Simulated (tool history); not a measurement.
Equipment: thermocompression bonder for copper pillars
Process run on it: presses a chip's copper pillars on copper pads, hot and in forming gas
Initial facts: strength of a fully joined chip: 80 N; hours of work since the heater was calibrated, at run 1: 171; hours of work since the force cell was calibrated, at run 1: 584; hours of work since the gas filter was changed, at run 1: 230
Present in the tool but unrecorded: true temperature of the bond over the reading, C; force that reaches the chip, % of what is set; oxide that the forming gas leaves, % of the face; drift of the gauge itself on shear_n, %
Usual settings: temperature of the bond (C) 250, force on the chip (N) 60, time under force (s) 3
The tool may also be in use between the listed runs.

run    hour  temperature of the bond (C)  force on the chip (N)  time under force (s)  hours of work since the heater was calibrated  hours of work since the force cell was calibrated  hours of work since the gas filter was changed  force that shears a chip off (N)
  1     0.0                          250                     60                     3                                            171                                                584                                             230                              46.1
       13.5  -- forming gas filter changed
  2    78.8                          250                     60                     3                                            225                                                637                                              44                              49.1
  3   153.1                          250                     60                     3                                            275                                                688                                              95                              48.4
  4   226.4                          250                     60                     2                                            325                                                737                                             145                              41.9
  5   264.2                          250                     78                     3                                            351                                                763                                             171                              52.2
  6   348.6                          250                     78                     3                                            408                                                821                                             228                              52.8
      365.5  -- forming gas filter changed
  7   422.1                          250                     60                     3                                            458                                                870                                              38                              48.3
  8   471.6                          250                     60                     3                                            492                                                904                                              72                              48.7
  9   519.6                          250                     60                     3                                            524                                                937                                             105                              47.5
 10   556.8                          250                     60                     3                                            550                                                962                                             130                              48.2
 11   646.3                          250                     60                     3                                            611                                               1023                                             191                              46.3
      717.1  -- forming gas filter changed
 12   725.3                          250                     60                     3                                            664                                               1076                                               6                              48.6
 13   775.9                          250                     60                     3                                            698                                               1111                                              40                              49.5
 14   816.6                          242                     60                     3                                            726                                               1138                                              68                              44.0
      894.0  -- force cell calibrated
 15   895.2                          242                     60                     3                                            779                                                  1                                             120                              41.7
 16   973.7                          242                     60                     3                                            832                                                 54                                             174                              41.0
 17  1022.9                          242                     60                     3                                            866                                                 88                                             207                              38.8
     1029.1  -- heater calibrated with a thermocouple chip
     1071.5  -- forming gas filter changed
 18  1111.2                          242                     60                     3                                             55                                                146                                              27                              41.2
 19  1161.5                          242                     61                     3                                             90                                                180                                              61                              42.8
 20  1229.2                          250                     60                     3                                            136                                                226                                             107                              44.1
 21  1318.8                          247                     65                     4                                            197                                                287                                             168                              48.9
     1346.4  -- heater calibrated with a thermocouple chip, once more
 22  1402.3                          221                     76                     8                                             38                                                343                                             224                              50.4
     1422.5  -- forming gas filter changed
 23  1493.4                          243                     38                     3                                            100                                                405                                              48                              34.1
 24  1540.8                          243                     38                     3                                            132                                                437                                              81                              34.5
 25  1584.6                          252                     39                     8                                            162                                                467                                             110                              53.3
 26  1631.8                          247                     50                     5                                            194                                                499                                             142                              49.9
 27  1703.6                          244                     37                     4                                            243                                                548                                             191                              36.0
 28  1759.6                          254                     41                     9                                            281                                                586                                             229                              52.5
     1772.1  -- forming gas filter changed
 29  1829.3                          222                     44                     6                                            328                                                633                                              39                              34.9
 30  1903.1                          222                     44                     6                                            378                                                683                                              89                              33.8
 31  1977.6                          222                     44                     6                                            429                                                734                                             140                              34.9
 32  2024.3                          222                     44                     2                                            461                                                766                                             172                              22.1
 33  2081.9                          278                     55                     3                                            500                                                805                                             211                              59.0
     2118.7  -- forming gas filter changed
 34  2145.4                          235                     48                     5                                            543                                                848                                              18                              42.9
 35  2233.4                          235                     39                     2                                            603                                                908                                              78                              25.2
 36  2295.0                          250                     42                     6                                            645                                                950                                             120                              48.9
 37  2368.1                          230                     60                     3                                            694                                                999                                             170                              36.0
 38  2405.8                          279                     60                     3                                            720                                               1025                                             195                              58.7
 39  2458.6                          256                     60                     6                                            756                                               1061                                             231                              58.6
     2465.4  -- forming gas filter changed
 40  2529.2                          257                     60                     4                                            804                                               1109                                              43                              56.3

Below, some changes in force that shears a chip off (N) between adjacent runs. For each, the amount present without the hidden state too (settings, incoming material, random variation) and the amount remaining for the hidden state with gauge scatter not shared by both compared results:
Run 28 -> 29: temperature of the bond (C) 254 -> 222, force on the chip (N) 41 -> 44, time under force (s) 9 -> 6, forming gas filter changed. force that shears a chip off (N) -17.6: hidden state +3.9, all else -21.5.
Run 32 -> 33: temperature of the bond (C) 222 -> 278, force on the chip (N) 44 -> 55, time under force (s) 2 -> 3. force that shears a chip off (N) +36.9: hidden state -3.0, all else +39.9.
Run 33 -> 34: temperature of the bond (C) 278 -> 235, force on the chip (N) 55 -> 48, time under force (s) 3 -> 5, forming gas filter changed. force that shears a chip off (N) -16.1: hidden state +3.9, all else -20.0.
Run 35 -> 36: temperature of the bond (C) 235 -> 250, force on the chip (N) 39 -> 42, time under force (s) 2 -> 6. force that shears a chip off (N) +23.7: hidden state -1.3, all else +25.0.
Run 37 -> 38: temperature of the bond (C) 230 -> 279. force that shears a chip off (N) +22.7: hidden state -1.9, all else +24.6.
Run 39 -> 40: temperature of the bond (C) 256 -> 257, time under force (s) 6 -> 4, forming gas filter changed. force that shears a chip off (N) -2.3: hidden state +4.0, all else -6.3.
